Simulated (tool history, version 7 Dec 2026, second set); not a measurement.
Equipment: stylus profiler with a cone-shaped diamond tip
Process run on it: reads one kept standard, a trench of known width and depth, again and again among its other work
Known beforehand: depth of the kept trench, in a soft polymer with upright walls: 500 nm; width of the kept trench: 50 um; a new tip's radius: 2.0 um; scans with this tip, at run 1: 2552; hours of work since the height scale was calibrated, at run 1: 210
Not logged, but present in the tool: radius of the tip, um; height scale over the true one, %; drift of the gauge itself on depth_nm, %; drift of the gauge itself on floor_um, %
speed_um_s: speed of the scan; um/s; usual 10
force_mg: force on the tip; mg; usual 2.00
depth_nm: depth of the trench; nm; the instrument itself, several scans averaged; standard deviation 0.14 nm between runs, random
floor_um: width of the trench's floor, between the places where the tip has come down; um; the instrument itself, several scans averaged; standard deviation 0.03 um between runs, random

run	hour	speed_um_s	force_mg	scans with this tip	hours of work since the height scale was calibrated	depth_nm	floor_um
1	0.0	10	2.00	2552	210	503.87	46.95
2	19.8	10	2.00	2692	222	504.28	46.88
3	32.9	10	2.00	2784	229	504.23	46.91
4	45.2	10	2.00	2871	236	503.93	46.94
5	63.7	10	2.00	3002	247	504.21	46.85
6	75.7	10	2.00	3087	254	503.95	46.84
7	86.3	10	2.00	3162	260	504.38	46.89
8	101.6	10	3.09	3270	269	505.24	46.80
9	119.5	10	2.00	3396	280	504.21	46.79
10	134.2	10	2.00	3501	288	504.25	46.83
11	145.3	10	2.00	3579	295	504.36	46.77
12	160.2	10	2.00	3684	303	504.48	46.74
13	178.4	10	2.00	3813	314	504.34	46.82
14	198.9	24	1.86	3957	326	504.22	46.69
15	215.6	29	2.27	4076	336	504.69	46.64
16	228.4	16	0.69	4166	343	502.47	46.64
17	246.6	23	1.08	4294	354	503.30	46.64
18	256.3	12	4.35	4363	359	506.86	46.72
19	274.1	12	4.35	4489	370	506.49	46.74
20	284.4	12	1.11	4562	376	503.12	46.68
21	301.1	12	5.69	4679	385	507.98	46.65
22	318.9	12	5.69	4805	396	508.01	46.75
23	340.2	4	4.60	4956	408	507.18	46.67
24	359.6	22	1.15	5093	419	503.38	46.52
25	376.1	3	1.40	5210	429	503.66	46.63
26	397.5	3	1.40	5361	441	503.79	46.63

Each row is a separate what-if for the run after 26, all from the same tool condition, not one after another. Results?
A	414.5	10	1.16	5481	451	?	?
B	414.5	10	2.92	5481	451	?	?
C	414.5	14	1.96	5481	451	?	?
D	414.5	20	5.61	5481	451	?	?
E	414.5	20	1.16	5481	451	?	?

run	depth_nm	floor_um
A	503.59	46.53
B	505.56	46.60
C	504.65	46.59
D	508.11	46.64
E	503.71	46.50
With the hidden condition removed and each run's random variation left untouched, the same runs would have given:
run	depth_nm	floor_um
A	502.54	47.24
B	504.52	47.31
C	503.61	47.30
D	507.06	47.35
E	502.67	47.21
